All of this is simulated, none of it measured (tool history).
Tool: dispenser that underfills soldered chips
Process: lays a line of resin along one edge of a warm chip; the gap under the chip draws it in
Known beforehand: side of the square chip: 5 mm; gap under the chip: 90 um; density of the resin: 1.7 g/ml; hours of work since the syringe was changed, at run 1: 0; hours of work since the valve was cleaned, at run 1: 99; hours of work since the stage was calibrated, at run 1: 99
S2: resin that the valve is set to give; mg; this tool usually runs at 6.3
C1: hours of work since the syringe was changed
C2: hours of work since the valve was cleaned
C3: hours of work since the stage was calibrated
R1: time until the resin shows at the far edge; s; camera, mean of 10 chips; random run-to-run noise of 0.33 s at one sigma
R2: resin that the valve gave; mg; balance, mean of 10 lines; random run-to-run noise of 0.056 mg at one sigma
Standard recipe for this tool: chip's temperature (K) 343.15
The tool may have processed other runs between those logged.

{"run": 1, "hour": 0.0, "chip's temperature (K)": 343.15, "S2": 6.3, "C1": 0, "C2": 99, "C3": 99, "R1": 15.6, "R2": 5.85}
{"run": 2, "hour": 5.5, "chip's temperature (K)": 343.15, "S2": 7.45, "C1": 4, "C2": 103, "C3": 103, "R1": 17.4, "R2": 6.83}
{"run": 3, "hour": 12.2, "chip's temperature (K)": 343.15, "S2": 7.45, "C1": 8, "C2": 108, "C3": 108, "R1": 20.1, "R2": 6.72}
{"run": 4, "hour": 15.4, "chip's temperature (K)": 343.15, "S2": 7.45, "C1": 11, "C2": 110, "C3": 110, "R1": 21.8, "R2": 6.75}
{"hour": 17.6, "done": "new syringe of resin"}
{"run": 5, "hour": 20.9, "chip's temperature (K)": 340.15, "S2": 7.45, "C1": 2, "C2": 114, "C3": 114, "R1": 19.3, "R2": 6.69}
{"run": 6, "hour": 24.0, "chip's temperature (K)": 340.15, "S2": 7.45, "C1": 4, "C2": 116, "C3": 116, "R1": 20.6, "R2": 6.73}
{"run": 7, "hour": 29.0, "chip's temperature (K)": 340.15, "S2": 7.45, "C1": 8, "C2": 119, "C3": 119, "R1": 22.4, "R2": 6.74}
{"hour": 31.1, "done": "dispensing valve cleaned and set on the balance"}
{"run": 8, "hour": 34.6, "chip's temperature (K)": 343.15, "S2": 6.3, "C1": 11, "C2": 2, "C3": 122, "R1": 22.4, "R2": 6.16}
{"hour": 36.0, "done": "new syringe of resin"}
{"run": 9, "hour": 40.8, "chip's temperature (K)": 343.15, "S2": 6.3, "C1": 3, "C2": 7, "C3": 127, "R1": 17.5, "R2": 6.28}
{"run": 10, "hour": 44.4, "chip's temperature (K)": 343.15, "S2": 6.3, "C1": 6, "C2": 9, "C3": 129, "R1": 18.2, "R2": 6.22}
{"run": 11, "hour": 47.3, "chip's temperature (K)": 343.15, "S2": 6.3, "C1": 8, "C2": 11, "C3": 131, "R1": 19.6, "R2": 6.31}
{"run": 12, "hour": 51.9, "chip's temperature (K)": 343.15, "S2": 6.3, "C1": 11, "C2": 14, "C3": 134, "R1": 22.6, "R2": 6.22}
{"hour": 53.7, "done": "new syringe of resin"}
{"run": 13, "hour": 58.0, "chip's temperature (K)": 343.15, "S2": 6.3, "C1": 3, "C2": 18, "C3": 138, "R1": 16.8, "R2": 6.17}
{"run": 14, "hour": 61.3, "chip's temperature (K)": 343.15, "S2": 6.3, "C1": 5, "C2": 20, "C3": 140, "R1": 18.9, "R2": 6.1}
{"run": 15, "hour": 67.7, "chip's temperature (K)": 343.15, "S2": 6.3, "C1": 10, "C2": 25, "C3": 145, "R1": 21, "R2": 6.2}
{"hour": 71.1, "done": "new syringe of resin"}
{"run": 16, "hour": 74.2, "chip's temperature (K)": 343.15, "S2": 6.3, "C1": 2, "C2": 29, "C3": 149, "R1": 16.8, "R2": 6.13}
{"run": 17, "hour": 80.8, "chip's temperature (K)": 343.15, "S2": 7.48, "C1": 7, "C2": 34, "C3": 154, "R1": 19.1, "R2": 7.21}
{"run": 18, "hour": 84.4, "chip's temperature (K)": 343.15, "S2": 7.48, "C1": 9, "C2": 36, "C3": 156, "R1": 20.5, "R2": 7.17}
{"run": 19, "hour": 87.7, "chip's temperature (K)": 354.15, "S2": 6.3, "C1": 11, "C2": 39, "C3": 159, "R1": 13.1, "R2": 5.96}
{"hour": 88.6, "done": "new syringe of resin"}
{"run": 20, "hour": 93.8, "chip's temperature (K)": 331.15, "S2": 5.78, "C1": 4, "C2": 42, "C3": 163, "R1": 35.2, "R2": 5.62}
{"run": 21, "hour": 100.4, "chip's temperature (K)": 343.15, "S2": 5.66, "C1": 8, "C2": 47, "C3": 167, "R1": 21.4, "R2": 5.49}
{"run": 22, "hour": 104.4, "chip's temperature (K)": 349.15, "S2": 6.01, "C1": 11, "C2": 50, "C3": 170, "R1": 16.6, "R2": 5.75}
{"hour": 106.3, "done": "new syringe of resin"}
{"run": 23, "hour": 107.5, "chip's temperature (K)": 349.15, "S2": 6.01, "C1": 1, "C2": 52, "C3": 172, "R1": 11, "R2": 5.75}
{"run": 24, "hour": 112.3, "chip's temperature (K)": 329.15, "S2": 6.3, "C1": 4, "C2": 55, "C3": 175, "R1": 38.4, "R2": 6.03}
{"run": 25, "hour": 115.9, "chip's temperature (K)": 329.15, "S2": 6.3, "C1": 7, "C2": 58, "C3": 178, "R1": 41, "R2": 6}
{"run": 26, "hour": 121.9, "chip's temperature (K)": 356.15, "S2": 6.22, "C1": 11, "C2": 62, "C3": 182, "R1": 11.3, "R2": 5.91}
{"hour": 123.8, "done": "new syringe of resin"}
{"run": 27, "hour": 125.0, "chip's temperature (K)": 352.15, "S2": 7.52, "C1": 1, "C2": 64, "C3": 184, "R1": 10.3, "R2": 7.11}
{"run": 28, "hour": 127.7, "chip's temperature (K)": 330.15, "S2": 6.56, "C1": 3, "C2": 66, "C3": 186, "R1": 34.2, "R2": 6.3}
{"run": 29, "hour": 132.4, "chip's temperature (K)": 330.15, "S2": 6.56, "C1": 6, "C2": 69, "C3": 189, "R1": 37.9, "R2": 6.17}
{"run": 30, "hour": 135.8, "chip's temperature (K)": 355.15, "S2": 5.99, "C1": 8, "C2": 71, "C3": 191, "R1": 11.6, "R2": 5.64}
{"hour": 141.4, "done": "new syringe of resin"}
{"run": 31, "hour": 141.9, "chip's temperature (K)": 338.15, "S2": 7.56, "C1": 0, "C2": 75, "C3": 195, "R1": 20.4, "R2": 7.07}
{"run": 32, "hour": 147.4, "chip's temperature (K)": 350.15, "S2": 5.93, "C1": 4, "C2": 79, "C3": 199, "R1": 12.7, "R2": 5.6}
{"run": 33, "hour": 153.3, "chip's temperature (K)": 350.15, "S2": 5.93, "C1": 8, "C2": 83, "C3": 203, "R1": 14.6, "R2": 5.48}
{"hour": 158.7, "done": "new syringe of resin"}
{"run": 34, "hour": 158.8, "chip's temperature (K)": 350.15, "S2": 5.93, "C1": 0, "C2": 87, "C3": 207, "R1": 10.8, "R2": 5.4}
{"run": 35, "hour": 164.9, "chip's temperature (K)": 343.15, "S2": 6.28, "C1": 4, "C2": 91, "C3": 211, "R1": 18.4, "R2": 5.83}
{"run": 36, "hour": 168.7, "chip's temperature (K)": 348.15, "S2": 7.71, "C1": 7, "C2": 93, "C3": 213, "R1": 14.9, "R2": 7.17}

What if the next run were any one of these 5? Each begins from the tool's condition after run 36:
{"run": "A", "hour": 173.4, "chip's temperature (K)": 353.15, "S2": 7.93, "C1": 10, "C2": 97, "C3": 217, "R1": "?", "R2": "?"}
{"run": "B", "hour": 173.4, "chip's temperature (K)": 332.15, "S2": 7.42, "C1": 10, "C2": 97, "C3": 217, "R1": "?", "R2": "?"}
{"run": "C", "hour": 173.4, "chip's temperature (K)": 343.15, "S2": 5.92, "C1": 10, "C2": 97, "C3": 217, "R1": "?", "R2": "?"}
{"run": "D", "hour": 173.4, "chip's temperature (K)": 338.15, "S2": 5.77, "C1": 10, "C2": 97, "C3": 217, "R1": "?", "R2": "?"}
{"run": "E", "hour": 173.4, "chip's temperature (K)": 342.15, "S2": 5.56, "C1": 10, "C2": 97, "C3": 217, "R1": "?", "R2": "?"}

run=A R1=13.3 R2=7.27
run=B R1=39.3 R2=6.84
run=C R1=21.7 R2=5.43
run=D R1=29.4 R2=5.24
run=E R1=23.7 R2=5.12
Without the tool's unlogged condition, the same runs would have read:
run=A R1=9.2 R2=7.92
run=B R1=26.6 R2=7.45
run=C R1=14.3 R2=5.92
run=D R1=19.7 R2=5.71
run=E R1=15.7 R2=5.58
